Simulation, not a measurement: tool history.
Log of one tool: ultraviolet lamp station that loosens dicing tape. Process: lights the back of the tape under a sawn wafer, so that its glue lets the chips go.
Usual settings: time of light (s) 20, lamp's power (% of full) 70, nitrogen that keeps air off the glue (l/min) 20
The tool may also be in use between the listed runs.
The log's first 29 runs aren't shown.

run	hour	time of light (s)	lamp's power (% of full)	nitrogen that keeps air off the glue (l/min)	hours of work of the lamp	hours of work since the window was cleaned	force that peels the tape off (N)	light that reached the tape (J/m2)
30	428.7	30	94	10	545	64	0.515	6940
31	438.3	16	85	10	550	70	1.846	3360
32	449.0	33	70	20	557	76	0.426	5640
33	464.5	27	66	29	566	85	0.552	4320
34	478.8	27	73	9	574	94	1.120	4750
35	499.3	12	95	13	586	106	1.980	2770
36	519.3	20	93	6	598	117	1.637	4500
37	538.4	14	70	9	610	129	2.831	2380

4 ways to go on from here, each from the tool as it stands after run 37. What would each give?
A	551.6	14	70	11	617	137	?	?
B	551.6	14	90	14	617	137	?	?
C	551.6	13	68	39	617	137	?	?
D	551.6	20	70	16	617	137	?	?

run	force that peels the tape off (N)	light that reached the tape (J/m2)
A	2.605	2380
B	1.746	2930
C	1.700	2100
D	1.326	3390
Without the tool's hidden state the same runs would have given:
run	force that peels the tape off (N)	light that reached the tape (J/m2)
A	2.280	2720
B	1.450	3360
C	1.402	2400
D	1.072	3870
